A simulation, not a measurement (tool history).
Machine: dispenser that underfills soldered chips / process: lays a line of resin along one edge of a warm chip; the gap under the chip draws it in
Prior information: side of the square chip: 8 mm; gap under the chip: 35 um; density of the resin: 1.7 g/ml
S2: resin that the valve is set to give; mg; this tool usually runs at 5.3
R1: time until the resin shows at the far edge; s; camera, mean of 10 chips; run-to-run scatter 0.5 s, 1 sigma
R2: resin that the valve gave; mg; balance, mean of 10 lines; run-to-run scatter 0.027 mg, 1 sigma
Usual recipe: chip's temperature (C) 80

{"run": 1, "hour": 0.0, "chip's temperature (C)": 80, "S2": 5.3, "R1": 51.1, "R2": 5.24}
{"hour": 5.3, "done": "new syringe of resin"}
{"run": 2, "hour": 9.6, "chip's temperature (C)": 80, "S2": 5.3, "R1": 41.7, "R2": 5.21}
{"run": 3, "hour": 18.0, "chip's temperature (C)": 80, "S2": 5.3, "R1": 52.3, "R2": 5.19}
{"hour": 22.5, "done": "new syringe of resin"}
{"run": 4, "hour": 27.7, "chip's temperature (C)": 80, "S2": 5.3, "R1": 44, "R2": 5.17}
{"run": 5, "hour": 34.8, "chip's temperature (C)": 80, "S2": 5.3, "R1": 51.7, "R2": 5.12}
{"hour": 40.0, "done": "new syringe of resin"}
{"run": 6, "hour": 43.8, "chip's temperature (C)": 80, "S2": 4.78, "R1": 44.1, "R2": 4.67}
{"run": 7, "hour": 52.0, "chip's temperature (C)": 80, "S2": 4.78, "R1": 52.1, "R2": 4.63}
{"hour": 57.3, "done": "new syringe of resin"}
{"run": 8, "hour": 58.5, "chip's temperature (C)": 80, "S2": 5.94, "R1": 38.7, "R2": 5.77}
{"run": 9, "hour": 69.1, "chip's temperature (C)": 93, "S2": 5.24, "R1": 31.5, "R2": 5.03}
{"hour": 73.0, "done": "dispensing valve cleaned and set on the balance"}
{"hour": 75.5, "done": "new syringe of resin"}
{"run": 10, "hour": 75.7, "chip's temperature (C)": 83, "S2": 5.67, "R1": 34.5, "R2": 5.69}
{"run": 11, "hour": 84.0, "chip's temperature (C)": 83, "S2": 5.67, "R1": 41.9, "R2": 5.67}
{"run": 12, "hour": 88.8, "chip's temperature (C)": 83, "S2": 5.67, "R1": 46.8, "R2": 5.64}
{"hour": 92.9, "done": "new syringe of resin"}
{"run": 13, "hour": 99.7, "chip's temperature (C)": 84, "S2": 6.16, "R1": 37.3, "R2": 6.16}

Some steps in R1 between neighbouring runs. How much of each would the tool show without its hidden state too (settings, what came in, random variation), and how much is left for the hidden state, with any gauge scatter that isn't in both results?
What the log doesn't record here: resin's viscosity, % of fresh resin's; dose that the valve gives, % of what is set; true chip temperature over the reading, C; drift of the gauge itself on fill_s, %; drift of the gauge itself on given_mg, %.
Run 7 -> 8: S2 4.78 -> 5.94, new syringe of resin. R1 -13.4 s: hidden state -11.7, all else -1.7.
